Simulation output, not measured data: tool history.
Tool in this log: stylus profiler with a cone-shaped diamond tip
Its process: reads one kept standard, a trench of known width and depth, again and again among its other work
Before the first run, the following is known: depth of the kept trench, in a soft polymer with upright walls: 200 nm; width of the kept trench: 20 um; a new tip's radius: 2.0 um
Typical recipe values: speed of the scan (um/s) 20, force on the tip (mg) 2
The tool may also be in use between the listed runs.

run    hour  speed of the scan (um/s)  force on the tip (mg)  depth of the trench (angstrom)  width of the trench's floor (um)
  1       0                        20                      2                          2020.1                             18.08
  2   104.5                        20                   1.32                          2016.3                             18.08
  3   207.6                        20                   1.32                          2017.2                             18.09
  4   295.3                        20                   2.71                          2026.3                             18.12
  5   434.6                        20                   2.71                          2025.2                             18.11
  6   543.2                        20                   2.71                          2028.9                             18.11
  7   606.6                        20                   2.71                          2026.9                             18.11
  8   716.8                        20                   2.71                            2025                             18.06
  9   787.6                        20                   2.71                          2025.7                             18.15
 10   919.1                        20                      2                            2020                              18.1
 11   989.4                        20                   4.72                          2039.3                             18.14
 12  1109.2                        20                   2.29                            2024                              18.1
 13  1179.5                        20                   2.29                          2023.4                              18.1
 14  1291.6                        32                   2.29                          2023.8                             18.05
 15  1422.4                        20                      2                          2020.5                             18.12
 16  1507.5                        20                      2                          2020.6                             18.09
 17    1574                        20                   0.77                          2010.8                             17.99
 18  1662.2                        20                   0.77                          2010.6                             17.97
 19  1766.9                        20                    4.4                          2035.5                             18.16
 20  1894.4                        31                   0.72                          2010.7                              17.9
 21  1977.5                        21                      2                          2019.9                             18.14
 22    2093                        20                    1.8                          2018.7                             18.11
     2193.9  -- height scale calibrated on a step standard
 23  2193.9                        24                   0.75                          2011.8                             17.98
 24  2320.9                        13                   0.75                          2010.6                             18.11
 25    2392                        34                      2                          2020.2                                18
 26  2457.7                        34                      2                          2023.1                                18
 27  2551.5                        20                   0.93                          2013.7                             18.08
 28  2683.8                        20                   0.93                          2010.5                             18.05
 29  2825.3                        72                   0.93                            2012                             17.46
 30  2962.9                        48                   5.15                          2039.2                             18.02
 31  3049.7                        14                   1.24                            2017                             18.14
 32  3160.4                        18                   2.17                          2023.9                             18.14
 33  3288.3                         5                   3.98                            2035                             18.17
 34    3380                         5                   3.37                          2029.8                             18.21
 35  3449.1                         5                   3.37                          2029.4                             18.23
 36  3568.7                         5                   3.37                          2029.8                             18.18
 37  3670.4                        15                   5.89                          2042.6                             18.21

What if the next run were any one of these 4? Each begins from the tool's condition after run 37:
  A  3802.1                        20                   2.33                               ?                                 ?
  B  3802.1                         8                   2.23                               ?                                 ?
  C  3802.1                        74                      2                               ?                                 ?
  D  3802.1                        19                      2                               ?                                 ?

run  depth of the trench (angstrom)  width of the trench's floor (um)
  A                          2024.6                              18.1
  B                          2022.4                             18.18
  C                          2022.6                             17.71
  D                          2021.7                             18.04
Take away the tool's hidden state, keep each run's random variation, and the runs would have read:
run  depth of the trench (angstrom)  width of the trench's floor (um)
  A                          2024.8                             18.12
  B                          2022.6                              18.2
  C                          2022.8                             17.73
  D                          2021.9                             18.05

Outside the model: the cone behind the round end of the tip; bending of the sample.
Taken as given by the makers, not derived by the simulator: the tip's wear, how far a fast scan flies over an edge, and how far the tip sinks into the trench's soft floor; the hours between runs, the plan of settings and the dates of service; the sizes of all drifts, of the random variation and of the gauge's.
